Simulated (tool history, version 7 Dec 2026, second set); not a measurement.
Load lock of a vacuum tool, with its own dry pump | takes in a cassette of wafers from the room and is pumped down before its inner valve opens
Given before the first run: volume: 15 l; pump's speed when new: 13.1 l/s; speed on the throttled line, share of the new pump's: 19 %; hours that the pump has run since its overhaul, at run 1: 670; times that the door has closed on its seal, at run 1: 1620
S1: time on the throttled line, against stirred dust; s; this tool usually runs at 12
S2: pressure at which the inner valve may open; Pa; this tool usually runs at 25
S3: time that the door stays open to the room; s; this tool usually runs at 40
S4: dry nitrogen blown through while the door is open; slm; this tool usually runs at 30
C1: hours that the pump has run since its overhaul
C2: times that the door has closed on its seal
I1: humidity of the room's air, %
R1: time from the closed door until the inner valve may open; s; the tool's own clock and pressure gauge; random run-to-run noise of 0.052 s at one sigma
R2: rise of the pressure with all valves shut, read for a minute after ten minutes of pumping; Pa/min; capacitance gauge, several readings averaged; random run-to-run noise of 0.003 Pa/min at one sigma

run,hour,S1,S2,S3,S4,C1,C2,I1,R1,R2
1,0.0,12,25,40,30,670,1620,40.2,19.39,0.037
2,422.1,12,25,40,30,1093,2477,43.8,19.47,0.037
3,796.2,12,25,40,30,1467,3236,46.0,19.41,0.043
4,1229.7,21,25,40,30,1900,4116,45.6,26.71,0.050
5,1780.6,21,25,145,30,2451,5234,48.7,26.82,0.078
6,2125.9,21,25,145,34,2796,5935,43.9,26.84,0.075
7,2509.6,21,25,145,34,3180,6714,44.9,26.81,0.086
8,2858.9,12,31,40,30,3529,7423,45.8,19.43,0.071
9,3295.1,12,31,40,30,3966,8309,43.6,19.35,0.078
10,3946.0,12,31,40,30,4616,9630,46.0,19.53,0.091
11,4419.6,12,25,40,30,5090,10591,47.0,19.79,0.099
12,4863.0,7,25,40,30,5533,11491,45.0,15.80,0.109
13,5531.3,12,25,36,30,6202,12848,46.9,19.88,0.119
14,5976.7,12,25,36,30,6647,13752,41.6,20.05,0.124
15,6441.1,12,25,36,30,7112,14695,44.8,20.03,0.138
16,6832.8,12,25,85,30,7503,15489,45.2,20.08,0.154
17,7300.0,12,25,85,30,7970,16438,51.0,20.07,0.177
18,7856.1,11,25,85,30,8527,17567,44.5,19.35,0.183
# hour 8375.9: dry pump taken out, an overhauled one fitted
19,8492.8,23,25,38,8,117,18847,43.6,28.15,0.209
20,9125.5,23,25,38,8,750,20131,45.4,28.24,0.225
21,9572.0,23,33,229,8,1196,21038,46.5,27.94,0.288
22,10265.5,17,25,25,8,1890,22445,43.4,23.45,0.245
23,10728.6,9,44,76,13,2353,23385,43.4,16.30,0.284
24,11244.7,20,32,68,20,2869,24433,45.6,25.64,0.290
25,11533.0,13,23,26,9,3157,25018,46.1,20.38,0.300
26,11998.7,8,37,52,11,3623,25963,48.5,15.90,0.329
27,12518.5,8,37,52,11,4143,27019,47.7,15.97,0.345
28,12919.9,11,37,52,11,4544,27833,42.7,18.48,0.360
29,13533.2,11,37,52,11,5157,29078,44.7,18.41,0.383
# hour 13565.6: door's seal changed, seat wiped
30,14112.0,11,37,52,11,5735,1109,47.9,18.53,0.062
31,14625.0,11,37,52,11,6248,2150,49.0,18.54,0.063
32,15129.4,11,37,52,11,6752,3174,44.7,18.62,0.064
33,15733.7,9,36,40,16,7356,4401,46.7,17.09,0.058
34,16325.2,9,36,40,16,7948,5602,45.1,17.19,0.067
35,16612.9,12,25,95,5,8235,6186,46.5,20.03,0.111

For each entry between runs, how does the tool's hidden state at the last listed run before it compare with that at the first listed run after it?
Between runs 18 and 19: dry pump taken out, an overhauled one fitted (hour 8375.9)
  pump's speed, % of a new pump's: 89.9 -> 100.5; leak at the door's seal, Pa l/s: 0.037 -> 0.0408
  difference, measured minus the result without the unlogged condition, R1: +0.84 -> -0.03 s; R2: +0.140 -> +0.156 Pa/min
Between runs 29 and 30: door's seal changed, seat wiped (hour 13565.6)
  pump's speed, % of a new pump's: 94.5 -> 93.8; leak at the door's seal, Pa l/s: 0.0829 -> 0.0026
  difference, measured minus the result without the unlogged condition, R1: +0.41 -> +0.46 s; R2: +0.324 -> +0.002 Pa/min
